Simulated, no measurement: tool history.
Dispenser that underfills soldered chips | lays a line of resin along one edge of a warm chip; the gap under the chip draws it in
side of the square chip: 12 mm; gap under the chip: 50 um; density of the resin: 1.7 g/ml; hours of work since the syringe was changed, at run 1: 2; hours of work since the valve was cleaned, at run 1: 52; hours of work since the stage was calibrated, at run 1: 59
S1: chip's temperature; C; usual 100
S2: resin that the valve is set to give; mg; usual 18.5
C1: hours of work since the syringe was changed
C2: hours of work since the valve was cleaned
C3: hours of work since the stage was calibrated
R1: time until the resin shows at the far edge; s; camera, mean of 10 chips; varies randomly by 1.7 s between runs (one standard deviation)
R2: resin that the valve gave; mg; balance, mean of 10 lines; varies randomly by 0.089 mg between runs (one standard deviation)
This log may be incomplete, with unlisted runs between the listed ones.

run,hour,S1,S2,C1,C2,C3,R1,R2
1,0.0,100,18.5,2,52,59,179.8,17.55
2,5.9,100,18.5,6,56,63,217.0,17.55
# hour 11.4: new syringe of resin
3,12.6,100,18.5,1,60,67,172.6,17.37
4,18.6,100,18.5,5,64,71,206.0,17.41
# hour 25.0: new syringe of resin
5,26.4,100,18.5,1,69,76,172.8,17.32
6,32.7,103,19.5,5,73,80,178.9,18.25
7,38.0,95,16.7,9,77,83,315.7,15.47
# hour 38.8: new syringe of resin
8,45.4,95,16.7,4,82,88,267.3,15.58
# hour 52.4: new syringe of resin
9,54.6,88,17.3,2,88,94,328.6,16.03
10,63.0,88,17.3,7,93,100,422.7,15.82

Below are 4 alternative next runs, each starting from the tool's condition after run 10. Predict each:
# hour 66.2: new syringe of resin
A,72.4,109,18.5,4,99,106,?,?
# hour 66.2: new syringe of resin
B,72.4,99,19.0,4,99,106,?,?
# hour 66.2: new syringe of resin
C,72.4,98,18.5,4,99,106,?,?
# hour 66.2: new syringe of resin
D,72.4,100,23.7,4,99,106,?,?

run,R1,R2
A,134.9,16.69
B,211.0,17.16
C,220.1,16.69
D,196.9,21.50
Without the tool's hidden state the same runs would have given:
run,R1,R2
A,110.8,18.37
B,173.8,18.89
C,180.9,18.38
D,164.1,23.67
